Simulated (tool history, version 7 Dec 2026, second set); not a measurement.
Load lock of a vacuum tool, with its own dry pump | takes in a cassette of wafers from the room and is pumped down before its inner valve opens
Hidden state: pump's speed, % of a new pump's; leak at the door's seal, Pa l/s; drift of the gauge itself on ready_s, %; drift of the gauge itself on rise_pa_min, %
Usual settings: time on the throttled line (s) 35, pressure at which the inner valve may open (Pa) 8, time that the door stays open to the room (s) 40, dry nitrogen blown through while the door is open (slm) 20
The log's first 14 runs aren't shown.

| run | hour | time on the throttled line (s) | pressure at which the inner valve may open (Pa) | time that the door stays open to the room (s) | dry nitrogen blown through while the door is open (slm) | hours that the pump has run since its overhaul | times that the door has closed on its seal | incoming humidity of the room's air, % | time from the closed door until the inner valve may open (s) | rise of the pressure with all valves shut (Pa/min) |
|---|---|---|---|---|---|---|---|---|---|---|
| 15 | 6268.6 | 35 | 13 | 40 | 5 | 6911 | 19494 | 41.7 | 82.2 | 0.125 |
| 16 | 6529 | 35 | 13 | 40 | 5 | 7171 | 20754 | 46.4 | 80.7 | 0.134 |
| 17 | 6945.5 | 41 | 7 | 40 | 5 | 7588 | 22771 | 43.2 | 90.6 | 0.149 |
| 18 | 7528.2 | 35 | 10 | 40 | 12 | 8171 | 25592 | 41 | 83.9 | 0.157 |
| 19 | 7779.6 | 28 | 14 | 40 | 40 | 8422 | 26809 | 43.3 | 76.9 | 0.165 |
| 20 | 8129 | 42 | 8 | 40 | 20 | 8771 | 28500 | 46.5 | 91.6 | 0.189 |
| 21 | 8580.6 | 42 | 8 | 40 | 20 | 9223 | 30686 | 45.8 | 92 | 0.206 |
| 22 | 8908.5 | 42 | 8 | 40 | 20 | 9551 | 32274 | 40.2 | 91.9 | 0.214 |
| 23 | 9436.6 | 42 | 8 | 40 | 20 | 10079 | 34830 | 46.9 | 94.3 | 0.235 |
| 24 | 9696.6 | 42 | 8 | 40 | 20 | 10339 | 36089 | 43 | 94.2 | 0.251 |
| 25 | 10266.3 | 42 | 8 | 40 | 20 | 10909 | 38847 | 48 | 93.7 | 0.283 |
| 26 | 10757.6 | 42 | 8 | 40 | 20 | 11400 | 41225 | 48.1 | 95.7 | 0.304 |
| 27 | 10999.7 | 42 | 8 | 40 | 20 | 11642 | 42397 | 45 | 94.7 | 0.317 |
| 28 | 11278.5 | 42 | 8 | 40 | 20 | 11921 | 43747 | 42.8 | 96.2 | 0.334 |
| 29 | 11555.1 | 35 | 8 | 202 | 20 | 12197 | 45086 | 47.5 | 90.4 | 0.409 |
| 30 | 12120.6 | 35 | 8 | 50 | 20 | 12763 | 47823 | 44 | 91.4 | 0.382 |
| 31 | 12452.9 | 35 | 13 | 37 | 20 | 13095 | 49432 | 46.4 | 88.4 | 0.401 |

Forecast each of these 5 alternatives for the next run:
|  | 12737.7 | dry pump taken out, an overhauled one fitted |
| A | 12814.9 | 41 | 8 | 44 | 5 | 77 | 51156 | 41.3 | ? | ? |
|  | 12737.7 | dry pump taken out, an overhauled one fitted |
| B | 12814.9 | 35 | 13 | 99 | 5 | 77 | 51156 | 47 | ? | ? |
|  | 12737.7 | dry pump taken out, an overhauled one fitted |
| C | 12814.9 | 35 | 13 | 37 | 21 | 77 | 51156 | 46.6 | ? | ? |
|  | 12737.7 | dry pump taken out, an overhauled one fitted |
| D | 12814.9 | 35 | 8 | 184 | 20 | 77 | 51156 | 44 | ? | ? |
|  | 12737.7 | dry pump taken out, an overhauled one fitted |
| E | 12814.9 | 53 | 8 | 40 | 4 | 77 | 51156 | 46 | ? | ? |

| run | time from the closed door until the inner valve may open (s) | rise of the pressure with all valves shut (Pa/min) |
|---|---|---|
| A | 83.7 | 0.435 |
| B | 75.1 | 0.48 |
| C | 75.7 | 0.423 |
| D | 79.7 | 0.48 |
| E | 92.3 | 0.443 |
Without the tool's hidden state the same runs would have given:
| run | time from the closed door until the inner valve may open (s) | rise of the pressure with all valves shut (Pa/min) |
|---|---|---|
| A | 83.5 | 0.041 |
| B | 75.1 | 0.086 |
| C | 75.7 | 0.031 |
| D | 79.7 | 0.085 |
| E | 92.2 | 0.052 |
